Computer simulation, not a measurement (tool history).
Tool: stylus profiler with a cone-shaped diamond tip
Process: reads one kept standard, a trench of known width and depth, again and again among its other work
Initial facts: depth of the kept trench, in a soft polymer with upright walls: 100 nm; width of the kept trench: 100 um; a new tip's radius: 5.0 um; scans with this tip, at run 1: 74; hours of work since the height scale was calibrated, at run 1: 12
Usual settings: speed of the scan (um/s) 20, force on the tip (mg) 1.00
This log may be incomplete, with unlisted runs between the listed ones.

run   hour  speed of the scan (um/s)  force on the tip (mg)  scans with this tip  hours of work since the height scale was calibrated  depth of the trench (nm)  width of the trench's floor (nm)
  1    0.0                        20                   1.00                   74                                                   12                    100.62                             97980
  2   11.6                        20                   2.89                  126                                                   20                    101.24                             97980
  3   39.1                        20                   2.89                  249                                                   40                    101.24                             97970
  4   54.3                        20                   2.89                  316                                                   51                    101.18                             97940
  5   82.0                        20                   1.73                  440                                                   71                    100.87                             97910
  6  100.6                         6                   1.00                  523                                                   85                    100.61                             98030
  7  126.5                        20                   1.00                  639                                                  104                    100.59                             97960
  8  147.3                        20                   1.00                  731                                                  119                    100.58                             97950
  9  160.3                         6                   1.00                  789                                                  128                    100.58                             98000
 10  175.8                         6                   0.77                  858                                                  139                    100.48                             97990
 11  196.6                        20                   1.64                  951                                                  155                    100.86                             97930
 12  210.0                        15                   1.64                 1011                                                  164                    100.85                             98000
 13  236.4                        36                   0.38                 1129                                                  183                    100.34                             97870
 14  263.7                        36                   0.38                 1251                                                  203                    100.34                             97810
 15  285.9                        16                   0.85                 1350                                                  219                    100.50                             97970
 16  302.6                        16                   0.85                 1424                                                  231                    100.51                             97940
 17  324.7                        11                   0.52                 1523                                                  247                    100.36                             97960
 18  342.5                         6                   2.81                 1602                                                  260                    101.22                             98020
 19  354.0                        45                   1.89                 1653                                                  269                    100.94                             97910
 20  368.2                        45                   1.89                 1717                                                  279                    100.96                             97930
 21  385.4                        42                   1.45                 1794                                                  291                    100.78                             97900
 22  401.5                         7                   0.69                 1865                                                  303                    100.48                             97980
 23  428.8                        79                   0.69                 1987                                                  323                    100.47                             97700

Here are 4 independent what-if runs from the current tool condition. What would each one return?
  A  444.7                         8                   0.70                 2058                                                  334                         ?                                 ?
  B  444.7                        59                   0.56                 2058                                                  334                         ?                                 ?
  C  444.7                        11                   0.43                 2058                                                  334                         ?                                 ?
  D  444.7                        28                   0.50                 2058                                                  334                         ?                                 ?

run  depth of the trench (nm)  width of the trench's floor (nm)
  A                    100.50                             97960
  B                    100.42                             97690
  C                    100.36                             98020
  D                    100.36                             97870
Had the tool no hidden state, the same runs would have come out as:
run  depth of the trench (nm)  width of the trench's floor (nm)
  A                    100.50                             97960
  B                    100.42                             97690
  C                    100.36                             98020
  D                    100.36                             97870
